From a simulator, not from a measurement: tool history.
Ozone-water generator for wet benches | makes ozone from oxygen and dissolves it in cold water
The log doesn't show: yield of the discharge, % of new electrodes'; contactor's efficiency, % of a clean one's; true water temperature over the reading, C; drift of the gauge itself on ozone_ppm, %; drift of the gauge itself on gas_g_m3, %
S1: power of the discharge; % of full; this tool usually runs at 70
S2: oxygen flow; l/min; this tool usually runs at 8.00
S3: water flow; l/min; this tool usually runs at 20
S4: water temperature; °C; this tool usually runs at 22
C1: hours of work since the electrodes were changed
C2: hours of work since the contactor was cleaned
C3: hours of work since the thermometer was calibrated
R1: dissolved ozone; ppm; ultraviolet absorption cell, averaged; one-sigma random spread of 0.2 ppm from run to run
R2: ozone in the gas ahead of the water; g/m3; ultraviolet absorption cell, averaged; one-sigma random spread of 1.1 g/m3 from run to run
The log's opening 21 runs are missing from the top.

run   hour  S1     S2  S3  S4    C1    C2    C3    R1     R2
 22  665.4  70   8.00  13  23   822  1513  3227  33.0  195.5
 23  689.9  70   8.00  13  23   838  1529  3242  32.8  196.6
 24  714.9  46   4.89  24  20   854  1544  3258  17.0  178.0
 25  752.5  70  12.26  20  22   878  1568  3282  25.2  159.9
 26  794.9  70   5.06  14  21   905  1595  3309  34.8  248.4
 27  818.5  70   6.78  14  21   920  1610  3324  33.4  212.9
 28  856.9  70   6.78  14  21   944  1635  3349  33.6  213.7
 29  886.5  64   4.92  25  25   963  1654  3367  19.9  229.8
 30  916.4  82   8.00  12  22   982  1673  3387  39.1  224.2
 31  947.0  82   8.00  12  22  1002  1692  3406  39.7  222.3
 32  969.1  82   7.70  16  22  1016  1706  3420  34.0  226.6

Consider 3 possible next runs. They are alternatives, not a sequence: every one starts from the tool as it was left by run 32. What does each give?
  A  1001.3  77  8.00  20  29  1036  1727  3441   ?   ?
  B  1001.3  83  8.00  20  22  1036  1727  3441   ?   ?
  C  1001.3  92  7.70  18  23  1036  1727  3441   ?   ?

run    R1     R2
  A  24.8  209.9
  B  30.3  224.5
  C  34.6  249.4
The same runs, with their run-to-run variation unchanged, on a tool lacking any hidden condition would have given:
run    R1     R2
  A  26.6  221.6
  B  32.7  237.9
  C  37.4  265.5
